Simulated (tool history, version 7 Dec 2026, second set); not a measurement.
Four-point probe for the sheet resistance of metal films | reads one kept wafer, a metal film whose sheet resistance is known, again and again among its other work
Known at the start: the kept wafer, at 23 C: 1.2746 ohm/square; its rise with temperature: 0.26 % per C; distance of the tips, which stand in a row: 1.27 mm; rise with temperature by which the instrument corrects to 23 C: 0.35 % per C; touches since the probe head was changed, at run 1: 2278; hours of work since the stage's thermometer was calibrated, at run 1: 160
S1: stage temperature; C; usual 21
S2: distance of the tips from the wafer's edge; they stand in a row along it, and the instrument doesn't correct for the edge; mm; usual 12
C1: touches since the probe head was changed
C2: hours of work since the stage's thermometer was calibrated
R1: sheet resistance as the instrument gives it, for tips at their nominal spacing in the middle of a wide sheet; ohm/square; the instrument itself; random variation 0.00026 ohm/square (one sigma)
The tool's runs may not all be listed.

run	hour	S1	S2	C1	C2	R1
1	0	21	12	2278	160	1.291608
2	49.5	21	12	4993	198	1.29249
3	103.9	21	12	7974	240	1.291826
4	136.9	21	12	9785	266	1.292059
5	188.8	21	12	12631	305	1.292309
6	235.3	21	12	15178	341	1.292571
7	269.9	21	12	17073	368	1.292654
8	293	21	12	18341	385	1.293322
9	323.3	21	12	20005	409	1.293082
# hour 327.8: stage's thermometer calibrated
10	367.9	21	12	22421	31	1.293021
11	410.7	20	12	24767	64	1.294281
# hour 415.3: stage's thermometer calibrated, once more
12	449.3	32	7	26853	26	1.298297
13	498.5	33	73	29552	64	1.275282
14	547.8	21	9	32254	102	1.30104
15	595.3	21	9	34861	138	1.301592
16	649.7	22	8	37841	180	1.30452
17	687.2	22	8	39898	209	1.304565
18	725.7	34	61	42009	238	1.275935
19	760.5	31	31	43916	265	1.280042
20	787	24	38	45370	285	1.28656
21	842.5	19	56	48410	328	1.291473
22	875.5	22	18	50220	353	1.291964

The same runs without the tool's hidden state, with the same run-to-run variation:
The hidden state here: inner tips' distance over the nominal, %; tips' flats over new ones', %; wafer's true temperature over the reading, C; drift of the gauge itself on sheet_ohm, %.
run	R1
1	1.284366
2	1.284965
3	1.284037
4	1.284116
5	1.284108
6	1.284116
7	1.284019
8	1.284559
9	1.284148
10	1.284128
11	1.285156
12	1.287822
13	1.264703
14	1.289977
15	1.290267
16	1.292865
17	1.292704
18	1.264103
19	1.268021
20	1.274335
21	1.278898
22	1.27921
